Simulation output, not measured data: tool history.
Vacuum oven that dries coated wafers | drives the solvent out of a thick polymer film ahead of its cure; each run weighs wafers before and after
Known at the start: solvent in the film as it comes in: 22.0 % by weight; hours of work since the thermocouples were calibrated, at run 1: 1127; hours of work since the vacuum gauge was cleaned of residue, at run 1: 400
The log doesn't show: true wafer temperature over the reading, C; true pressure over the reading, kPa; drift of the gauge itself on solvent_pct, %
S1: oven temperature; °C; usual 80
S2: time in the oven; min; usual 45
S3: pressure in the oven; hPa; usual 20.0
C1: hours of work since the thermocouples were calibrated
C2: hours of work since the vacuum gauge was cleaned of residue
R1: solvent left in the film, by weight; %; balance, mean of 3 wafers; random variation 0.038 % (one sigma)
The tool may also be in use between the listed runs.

run	hour	S1	S2	S3	C1	C2	R1
1	0.0	80	45	20.0	1127	400	2.97
2	36.2	80	45	20.0	1152	425	2.91
3	83.6	80	45	20.0	1185	458	3.04
4	120.8	82	45	20.0	1211	483	2.57
5	157.7	74	45	20.0	1236	509	4.59
6	206.3	74	45	20.0	1270	543	4.55
7	261.2	74	45	20.0	1308	581	4.60
# hour 300.0: oven's thermocouples calibrated
8	311.5	74	45	20.0	8	615	4.11
9	372.0	80	22	20.0	50	657	6.61
10	407.6	78	22	20.0	75	681	7.27
11	467.0	78	22	20.0	116	723	7.14
12	503.2	72	45	20.0	141	748	4.77
13	530.9	76	28	46.4	160	767	7.13
14	575.0	69	25	21.8	191	798	9.34
15	622.8	80	26	74.6	224	831	7.06
16	653.1	80	73	21.8	245	852	1.30
17	693.2	80	45	16.4	273	880	2.65
18	723.2	80	43	14.6	294	900	2.73
19	764.6	67	41	16.2	323	929	6.81
20	824.5	67	41	16.2	364	971	6.88
21	877.7	77	67	78.5	401	1008	3.88
22	925.9	77	67	78.5	435	1041	3.95
23	967.6	72	46	37.0	464	1070	5.52
24	1026.9	77	26	10.0	505	1111	6.40

5 ways to go on from here, each from the tool as it stands after run 24. What would each give?
A	1070.2	79	45	11.0	535	1141	?
B	1070.2	75	64	21.2	535	1141	?
C	1070.2	82	26	24.4	535	1141	?
D	1070.2	77	39	66.0	535	1141	?
E	1070.2	80	45	47.2	535	1141	?

run	R1
A	2.78
B	2.54
C	5.33
D	5.68
E	3.65
Without the tool's hidden state the same runs would have given:
run	R1
A	2.55
B	2.29
C	5.10
D	5.41
E	3.41
